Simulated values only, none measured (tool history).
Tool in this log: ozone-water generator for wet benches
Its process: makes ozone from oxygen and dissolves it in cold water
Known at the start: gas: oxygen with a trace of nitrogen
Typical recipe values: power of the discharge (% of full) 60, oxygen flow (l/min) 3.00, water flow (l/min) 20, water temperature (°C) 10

run	hour	power of the discharge (% of full)	oxygen flow (l/min)	water flow (l/min)	water temperature (°C)	dissolved ozone (ppm)	ozone in the gas ahead of the water (g/m3)
1	0.0	60	3.00	20	10	15.1	176.2
2	112.1	60	3.00	13	10	22.6	176.3
3	245.6	60	3.00	13	10	22.7	175.6
4	355.4	60	3.00	13	10	22.7	176.9
5	448.9	60	3.00	13	10	22.6	177.5
6	578.4	66	3.00	20	10	16.0	184.2
7	687.1	66	3.00	20	10	16.2	187.2
8	877.1	60	3.00	16	10	19.1	175.9
9	977.8	60	3.00	20	12	15.4	176.1
10	1151.3	60	3.00	20	10	15.5	174.2
11	1338.7	60	3.00	20	10	15.4	176.3

Forecast run 12:
12	1531.7	60	1.51	20	10	?	?

Run 12 measured dissolved ozone (ppm) 12.0, ozone in the gas ahead of the water (g/m3) 235.6.
On a tool with no hidden condition, and with the same random variation, this run would have come out at dissolved ozone (ppm) 12.0, ozone in the gas ahead of the water (g/m3) 236.1.
